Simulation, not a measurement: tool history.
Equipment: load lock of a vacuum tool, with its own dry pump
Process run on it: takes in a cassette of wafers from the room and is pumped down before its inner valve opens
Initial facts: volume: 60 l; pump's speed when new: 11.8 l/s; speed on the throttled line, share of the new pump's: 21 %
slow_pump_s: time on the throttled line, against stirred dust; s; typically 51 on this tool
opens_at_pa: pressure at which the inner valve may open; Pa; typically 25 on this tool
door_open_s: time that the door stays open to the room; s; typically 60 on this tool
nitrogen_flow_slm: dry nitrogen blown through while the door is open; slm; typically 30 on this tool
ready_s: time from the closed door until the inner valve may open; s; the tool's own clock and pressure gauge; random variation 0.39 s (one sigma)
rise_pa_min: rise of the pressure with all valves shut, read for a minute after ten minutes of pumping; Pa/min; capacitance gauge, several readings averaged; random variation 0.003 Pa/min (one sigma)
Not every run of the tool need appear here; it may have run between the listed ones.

| run | day | slow_pump_s | opens_at_pa | door_open_s | nitrogen_flow_slm | incoming humidity of the room's air, % | ready_s | rise_pa_min |
|---|---|---|---|---|---|---|---|---|
| 1 | 0 | 51 | 25 | 60 | 30 | 44.7 | 82.6 | 0.04 |
| 2 | 4.558 | 51 | 25 | 60 | 30 | 45.3 | 82.3 | 0.045 |
| 3 | 8.846 | 51 | 25 | 60 | 30 | 43.8 | 82.7 | 0.035 |
| 4 | 12.154 | 51 | 25 | 60 | 30 | 44.5 | 82.5 | 0.041 |
| 5 | 16.538 | 51 | 25 | 60 | 30 | 45.5 | 82.8 | 0.044 |
| 6 | 21.117 | 51 | 25 | 60 | 30 | 46.6 | 83 | 0.04 |
| 7 | 25.542 | 99 | 25 | 60 | 30 | 44.7 | 120.7 | 0.036 |
| 8 | 28.808 | 99 | 25 | 60 | 30 | 44.5 | 120.4 | 0.033 |
| 9 | 32.696 | 57 | 25 | 60 | 30 | 45.9 | 86.7 | 0.039 |
| 10 | 36.921 | 57 | 25 | 60 | 30 | 41.9 | 86.6 | 0.037 |
| 11 | 41.404 | 57 | 25 | 60 | 30 | 43.8 | 87.7 | 0.035 |
| 12 | 45.3 | 51 | 25 | 60 | 5 | 41.3 | 82.9 | 0.055 |
| 13 | 48.029 | 51 | 21 | 60 | 5 | 43.8 | 83.9 | 0.058 |
| 14 | 50.771 | 51 | 21 | 60 | 5 | 44.4 | 83.8 | 0.063 |
| 15 | 54.171 | 51 | 21 | 60 | 18 | 44.9 | 83.7 | 0.049 |
| 16 | 58.779 | 51 | 20 | 60 | 30 | 46.2 | 84.3 | 0.04 |
| 17 | 62.004 | 51 | 25 | 60 | 30 | 44.4 | 83 | 0.038 |
| 18 | 66.858 | 51 | 43 | 60 | 30 | 47.3 | 79.4 | 0.038 |
| 19 | 70.858 | 51 | 43 | 60 | 30 | 47.3 | 80.1 | 0.047 |
| 20 | 74.65 | 51 | 43 | 60 | 30 | 46.3 | 79.9 | 0.044 |
| 21 | 76.938 | 79 | 26 | 187 | 26 | 46.4 | 104.6 | 0.075 |
| 22 | 80.342 | 51 | 25 | 147 | 15 | 43.6 | 82.6 | 0.076 |

Expected results for the next run?
| 23 | 83.288 | 35 | 22 | 26 | 6 | 44.9 | ? | ? |

{"run 23": {"ready_s": 70.3, "rise_pa_min": 0.041}}
Were there no unlogged condition in the tool, this run, its random variation unchanged, would have produced ready_s 70.3 s, rise_pa_min 0.038 Pa/min.

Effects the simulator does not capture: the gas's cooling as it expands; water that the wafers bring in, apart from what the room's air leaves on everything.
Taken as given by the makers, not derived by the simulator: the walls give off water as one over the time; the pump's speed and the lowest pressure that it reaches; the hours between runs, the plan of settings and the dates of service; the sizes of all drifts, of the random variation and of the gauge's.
